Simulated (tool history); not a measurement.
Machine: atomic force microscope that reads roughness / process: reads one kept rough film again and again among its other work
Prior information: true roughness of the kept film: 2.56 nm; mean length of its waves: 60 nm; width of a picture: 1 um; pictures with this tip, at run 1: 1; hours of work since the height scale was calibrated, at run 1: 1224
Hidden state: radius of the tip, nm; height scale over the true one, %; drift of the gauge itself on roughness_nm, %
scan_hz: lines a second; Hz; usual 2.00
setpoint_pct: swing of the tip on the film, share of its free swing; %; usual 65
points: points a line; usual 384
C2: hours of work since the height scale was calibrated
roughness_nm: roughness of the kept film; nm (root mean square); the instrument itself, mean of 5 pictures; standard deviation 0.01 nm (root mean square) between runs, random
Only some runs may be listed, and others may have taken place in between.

run 1 hour=0.0 | scan_hz=2.00 setpoint_pct=65 points=384 | pictures_with_this_tip=1 C2=1224 | roughness_nm=2.393
run 2 hour=51.5 | scan_hz=2.00 setpoint_pct=65 points=384 | pictures_with_this_tip=63 C2=1258 | roughness_nm=2.328
-- hour=73.8 new tip fitted
run 3 hour=97.7 | scan_hz=2.00 setpoint_pct=65 points=384 | pictures_with_this_tip=29 C2=1288 | roughness_nm=2.358
run 4 hour=132.7 | scan_hz=2.00 setpoint_pct=65 points=384 | pictures_with_this_tip=71 C2=1311 | roughness_nm=2.317
-- hour=148.2 new tip fitted
run 5 hour=159.1 | scan_hz=2.00 setpoint_pct=65 points=384 | pictures_with_this_tip=13 C2=1328 | roughness_nm=2.383
run 6 hour=197.6 | scan_hz=2.00 setpoint_pct=65 points=384 | pictures_with_this_tip=59 C2=1353 | roughness_nm=2.327
-- hour=219.2 new tip fitted
run 7 hour=238.8 | scan_hz=2.00 setpoint_pct=65 points=384 | pictures_with_this_tip=23 C2=1380 | roughness_nm=2.367
run 8 hour=281.5 | scan_hz=2.00 setpoint_pct=65 points=384 | pictures_with_this_tip=75 C2=1408 | roughness_nm=2.307
-- hour=294.1 new tip fitted
run 9 hour=316.7 | scan_hz=2.00 setpoint_pct=79 points=621 | pictures_with_this_tip=28 C2=1431 | roughness_nm=2.223
run 10 hour=346.0 | scan_hz=2.10 setpoint_pct=83 points=953 | pictures_with_this_tip=63 C2=1451 | roughness_nm=2.102
-- hour=365.5 new tip fitted
run 11 hour=398.1 | scan_hz=3.04 setpoint_pct=66 points=723 | pictures_with_this_tip=39 C2=1485 | roughness_nm=2.286
run 12 hour=433.2 | scan_hz=3.04 setpoint_pct=66 points=723 | pictures_with_this_tip=81 C2=1508 | roughness_nm=2.234
-- hour=437.3 new tip fitted
run 13 hour=459.1 | scan_hz=2.00 setpoint_pct=69 points=719 | pictures_with_this_tip=27 C2=1525 | roughness_nm=2.307

Here are 3 independent what-if runs from the current tool condition. What would each one return?
-- hour=509.9 new tip fitted
run A hour=512.6 | scan_hz=1.72 setpoint_pct=75 points=842 | pictures_with_this_tip=3 C2=1560 | roughness_nm=?
-- hour=509.9 new tip fitted
run B hour=512.6 | scan_hz=0.73 setpoint_pct=56 points=825 | pictures_with_this_tip=3 C2=1560 | roughness_nm=?
-- hour=509.9 new tip fitted
run C hour=512.6 | scan_hz=3.66 setpoint_pct=65 points=384 | pictures_with_this_tip=3 C2=1560 | roughness_nm=?

run=A roughness_nm=2.323
run=B roughness_nm=2.521
run=C roughness_nm=2.279
Stripped of hidden state, with their random variation kept, the same runs would have yielded:
run=A roughness_nm=2.297
run=B roughness_nm=2.493
run=C roughness_nm=2.254

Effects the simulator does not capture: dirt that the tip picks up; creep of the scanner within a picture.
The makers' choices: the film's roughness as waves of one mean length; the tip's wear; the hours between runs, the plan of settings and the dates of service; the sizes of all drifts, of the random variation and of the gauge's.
